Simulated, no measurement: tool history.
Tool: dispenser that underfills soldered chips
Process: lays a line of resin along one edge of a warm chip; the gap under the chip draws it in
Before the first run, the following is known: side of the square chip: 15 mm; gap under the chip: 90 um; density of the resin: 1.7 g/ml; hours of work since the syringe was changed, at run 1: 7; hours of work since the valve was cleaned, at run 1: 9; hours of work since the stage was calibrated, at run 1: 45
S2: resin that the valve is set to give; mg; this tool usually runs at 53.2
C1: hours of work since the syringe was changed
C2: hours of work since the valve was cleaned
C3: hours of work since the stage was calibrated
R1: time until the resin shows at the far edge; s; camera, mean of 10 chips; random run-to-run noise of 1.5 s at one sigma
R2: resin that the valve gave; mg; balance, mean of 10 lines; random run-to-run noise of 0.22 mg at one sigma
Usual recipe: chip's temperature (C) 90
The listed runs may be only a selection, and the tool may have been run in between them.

Run 1, hour 0: usual settings; C1 7; C2 9; C3 45. Result: R1 238.8 s, R2 52.58 mg.
At hour 1.1: new syringe of resin.
Run 2, hour 3.7: usual settings; C1 2; C2 11; C3 48. Result: R1 163.7 s, R2 52.66 mg.
Run 3, hour 8.5: usual settings; C1 5; C2 14; C3 51. Result: R1 209.4 s, R2 52.6 mg.
At hour 12.4: new syringe of resin.
Run 4, hour 12.4: usual settings; C1 0; C2 16; C3 53. Result: R1 140.2 s, R2 52.48 mg.
Run 5, hour 14.9: usual settings; C1 2; C2 18; C3 55. Result: R1 160.3 s, R2 51.88 mg.
Run 6, hour 16.8: usual settings; C1 3; C2 19; C3 56. Result: R1 179.2 s, R2 51.99 mg.
Run 7, hour 20.3: usual settings; C1 5; C2 22; C3 59. Result: R1 216.1 s, R2 51.95 mg.
At hour 23.8: new syringe of resin.
Run 8, hour 25.4: usual settings; C1 1; C2 25; C3 62. Result: R1 157.9 s, R2 51.81 mg.
Run 9, hour 28: usual settings; C1 3; C2 27; C3 63. Result: R1 176.3 s, R2 51.9 mg.
Run 10, hour 32.4: usual settings but chip's temperature (C) 87; C1 6; C2 30; C3 66. Result: R1 252.1 s, R2 51.49 mg.
At hour 35: new syringe of resin.
Run 11, hour 36: usual settings but chip's temperature (C) 102; C1 1; C2 32; C3 69. Result: R1 88.4 s, R2 51.48 mg.
Run 12, hour 40: usual settings but chip's temperature (C) 102; C1 3; C2 34; C3 71. Result: R1 107.6 s, R2 51.18 mg.
Run 13, hour 44.5: usual settings but chip's temperature (C) 102; C1 6; C2 37; C3 74. Result: R1 142.2 s, R2 51.31 mg.
At hour 46.4: new syringe of resin.
Run 14, hour 48.2: usual settings but chip's temperature (C) 102; C1 1; C2 40; C3 77. Result: R1 95.4 s, R2 50.94 mg.
Run 15, hour 51.4: usual settings but chip's temperature (C) 92; C1 3; C2 42; C3 79. Result: R1 169.9 s, R2 50.97 mg.
Run 16, hour 53.4: usual settings but chip's temperature (C) 102, S2 45.7 mg; C1 5; C2 43; C3 80. Result: R1 127.5 s, R2 43.67 mg.
At hour 57.7: new syringe of resin.
Run 17, hour 58.2: usual settings but chip's temperature (C) 92, S2 45.7 mg; C1 0; C2 46; C3 83. Result: R1 139.5 s, R2 43.66 mg.
Run 18, hour 62.1: usual settings but chip's temperature (C) 92, S2 45.7 mg; C1 3; C2 49; C3 86. Result: R1 171.3 s, R2 43.62 mg.
Run 19, hour 66.1: usual settings but chip's temperature (C) 92, S2 45.7 mg; C1 6; C2 51; C3 88. Result: R1 206.8 s, R2 43.66 mg.
Run 20, hour 68.2: usual settings but chip's temperature (C) 77, S2 50.7 mg; C1 7; C2 53; C3 90. Result: R1 453.2 s, R2 48.22 mg.
At hour 69.2: new syringe of resin.
Run 21, hour 72.6: usual settings but chip's temperature (C) 104, S2 51.3 mg; C1 2; C2 56; C3 92. Result: R1 98.9 s, R2 48.84 mg.
Run 22, hour 76: usual settings but chip's temperature (C) 80, S2 66.7 mg; C1 5; C2 58; C3 95. Result: R1 317.6 s, R2 62.63 mg.
Run 23, hour 78.6: usual settings but chip's temperature (C) 77, S2 53.6 mg; C1 6; C2 60; C3 96. Result: R1 434.5 s, R2 50.43 mg.
At hour 80.5: new syringe of resin.
Run 24, hour 81.1: usual settings but chip's temperature (C) 83, S2 48.5 mg; C1 0; C2 61; C3 98. Result: R1 212.1 s, R2 45.86 mg.

Difference, measured minus no-hidden-state, one row per run. Run-to-run variation is common to both terms; the gauge's own scatter need not be:
The tool's hidden condition here consists of: resin's viscosity, % of fresh resin's; dose that the valve gives, % of what is set; true chip temperature over the reading, C; drift of the gauge itself on fill_s, %; drift of the gauge itself on given_mg, %.
run      R1     R2
  1   +93.4  -0.55
  2   +16.2  -0.66
  3   +61.7  -0.82
  4    -3.4  -0.93
  5   +15.8  -1.01
  6     +33  -1.06
  7   +68.9  -1.18
  8      +8  -1.33
  9   +30.1  -1.41
 10   +85.9  -1.55
 11      +1  -1.66
 12   +21.1  -1.79
 13   +51.7  -1.95
 14    +7.3  -2.05
 15   +36.4  -2.15
 16   +38.1  -1.91
 17    +0.8  -2.03
 18   +32.6  -2.14
 19   +70.1  -2.26
 20  +182.9  -2.57
 21   +16.4  -2.72
 22   +92.2  -3.65
 23  +166.6  -3.03
 24    +3.9  -2.83
